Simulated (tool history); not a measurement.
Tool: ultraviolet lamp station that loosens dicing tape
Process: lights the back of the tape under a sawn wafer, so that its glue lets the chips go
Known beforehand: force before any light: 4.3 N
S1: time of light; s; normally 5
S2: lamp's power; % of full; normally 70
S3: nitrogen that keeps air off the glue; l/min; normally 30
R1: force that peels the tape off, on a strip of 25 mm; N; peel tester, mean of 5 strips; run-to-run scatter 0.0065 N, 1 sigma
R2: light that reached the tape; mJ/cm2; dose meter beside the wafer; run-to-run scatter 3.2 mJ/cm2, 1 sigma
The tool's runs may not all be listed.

run	hour	S1	S2	S3	R1	R2
1	0	5	70	30	0.332	382
2	19.5	5	69	30	0.368	376
3	54.2	5	69	30	0.376	366
4	81	5	69	30	0.389	370
5	125.1	5	69	30	0.401	365
6	164.4	5	69	30	0.411	355
# hour 204.2: window cleaned of glue's vapour
7	209	5	70	30	0.294	422
8	250.7	5	70	30	0.3	409
9	293.2	5	70	30	0.305	413
10	316.9	5	70	30	0.312	400
11	351.4	5	70	30	0.322	403
12	375.9	5	70	30	0.33	398
13	415.9	5	70	30	0.336	393
14	444.6	5	70	30	0.347	390
15	485.3	5	65	30	0.388	356
16	512.1	5	65	30	0.403	353
17	538.5	7	65	30	0.199	496
18	571.3	5	70	26	0.418	372
19	613.7	5	73	26	0.392	391
20	655.8	5	73	26	0.407	380
21	679.4	5	70	30	0.409	364
22	705.3	5	61	24	0.593	310
23	749	5	61	20	0.67	310
24	769.6	5	94	25	0.258	469
25	794.9	5	94	25	0.264	468
26	823.5	5	94	25	0.272	464
27	855.2	5	94	25	0.278	462
28	878.5	5	94	25	0.281	454
29	903.8	5	83	37	0.285	399
30	930.4	5	83	31	0.319	398
31	959.5	2	70	11	2.25	132
32	1000.4	2	70	11	2.352	128
33	1027.9	3	97	47	0.511	274
34	1055	5	96	57	0.187	439
35	1091.1	3	69	27	1.198	188
36	1117.6	7	62	34	0.306	383
37	1138.1	2	80	30	1.564	144
# hour 1148.4: window cleaned of glue's vapour
38	1183.3	5	90	25	0.278	466
39	1212.6	8	85	10	0.246	689
40	1244	8	85	10	0.246	691
41	1278.9	5	84	35	0.264	420
42	1298.6	5	84	35	0.267	417

Branching from run 42: 4 alternative next runs. What would each branch give?
A	1316.5	3	63	35	?	?
B	1316.5	5	71	24	?	?
C	1316.5	8	69	60	?	?
D	1316.5	3	63	29	?	?

run	R1	R2
A	1.059	189
B	0.484	344
C	0.132	543
D	1.133	186
With no hidden state in the tool, these same runs would have given:
run	R1	R2
A	0.608	270
B	0.241	496
C	0.107	781
D	0.663	267
